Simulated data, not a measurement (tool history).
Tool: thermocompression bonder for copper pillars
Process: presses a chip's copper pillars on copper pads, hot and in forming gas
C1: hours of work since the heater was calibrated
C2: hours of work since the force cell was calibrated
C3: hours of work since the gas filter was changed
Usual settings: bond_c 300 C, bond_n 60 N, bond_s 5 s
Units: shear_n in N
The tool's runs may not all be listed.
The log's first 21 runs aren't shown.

Run 22, hour 583.8: usual settings but bond_c 299 C, bond_n 53 N; C1 889; C2 297; C3 234. Result: shear_n 63.3 N.
Run 23, hour 605: usual settings; C1 901; C2 309; C3 246. Result: shear_n 71.5 N.
Run 24, hour 625.1: usual settings; C1 913; C2 321; C3 257. Result: shear_n 71.2 N.
Run 25, hour 651.7: usual settings but bond_c 308 C, bond_n 50 N; C1 928; C2 336; C3 273. Result: shear_n 66.1 N.
At hour 658.4: forming gas filter changed.
Run 26, hour 669: usual settings but bond_c 308 C, bond_n 50 N; C1 937; C2 346; C3 6. Result: shear_n 71.4 N.
Run 27, hour 692.5: usual settings; C1 951; C2 359; C3 20. Result: shear_n 75.5 N.
Run 28, hour 725.3: usual settings but bond_c 272 C, bond_n 57 N; C1 970; C2 378; C3 38. Result: shear_n 53.3 N.
Run 29, hour 755.9: usual settings but bond_c 272 C, bond_n 57 N; C1 987; C2 395; C3 56. Result: shear_n 52.6 N.
Run 30, hour 786.9: usual settings but bond_c 295 C, bond_n 78 N, bond_s 7 s; C1 1005; C2 413; C3 73. Result: shear_n 97.8 N.
Run 31, hour 815.2: usual settings but bond_c 295 C, bond_n 78 N, bond_s 7 s; C1 1021; C2 429; C3 90. Result: shear_n 97.9 N.
Run 32, hour 841.6: usual settings but bond_c 317 C, bond_n 70 N, bond_s 12 s; C1 1036; C2 444; C3 105. Result: shear_n 121.3 N.
Run 33, hour 875.4: usual settings but bond_c 323 C, bond_n 45 N, bond_s 13 s; C1 1055; C2 464; C3 124. Result: shear_n 100.2 N.
Run 34, hour 908: usual settings but bond_c 289 C, bond_n 57 N, bond_s 3 s; C1 1074; C2 482; C3 143. Result: shear_n 52 N.
Run 35, hour 932.6: usual settings but bond_c 289 C, bond_n 57 N, bond_s 3 s; C1 1088; C2 497; C3 157. Result: shear_n 51.9 N.
Run 36, hour 971: usual settings but bond_c 289 C, bond_n 82 N, bond_s 3 s; C1 1110; C2 518; C3 179. Result: shear_n 71.2 N.
Run 37, hour 998.4: usual settings but bond_c 327 C, bond_n 62 N, bond_s 4 s; C1 1126; C2 534; C3 194. Result: shear_n 90.1 N.
Run 38, hour 1027.6: usual settings but bond_c 279 C, bond_s 13 s; C1 1142; C2 551; C3 211. Result: shear_n 82.3 N.
Run 39, hour 1057.1: usual settings but bond_c 295 C, bond_n 41 N; C1 1159; C2 568; C3 228. Result: shear_n 50.2 N.

4 ways to go on from here, each from the tool as it stands after run 39. What would each give?
Run A, hour 1090: usual settings but bond_c 272 C, bond_n 79 N, bond_s 7 s; C1 1178; C2 587; C3 247. Result: shear_n ?.
Run B, hour 1090: usual settings but bond_n 37 N; C1 1178; C2 587; C3 247. Result: shear_n ?.
Run C, hour 1090: usual settings but bond_c 303 C, bond_n 74 N, bond_s 7 s; C1 1178; C2 587; C3 247. Result: shear_n ?.
Run D, hour 1090: usual settings but bond_n 46 N, bond_s 3 s; C1 1178; C2 587; C3 247. Result: shear_n ?.

run  shear_n
  A     77.4
  B     47.7
  C     97.6
  D     48.1
Without the tool's hidden state the same runs would have given:
run  shear_n
  A     73.5
  B     44.7
  C     95.1
  D     45.1

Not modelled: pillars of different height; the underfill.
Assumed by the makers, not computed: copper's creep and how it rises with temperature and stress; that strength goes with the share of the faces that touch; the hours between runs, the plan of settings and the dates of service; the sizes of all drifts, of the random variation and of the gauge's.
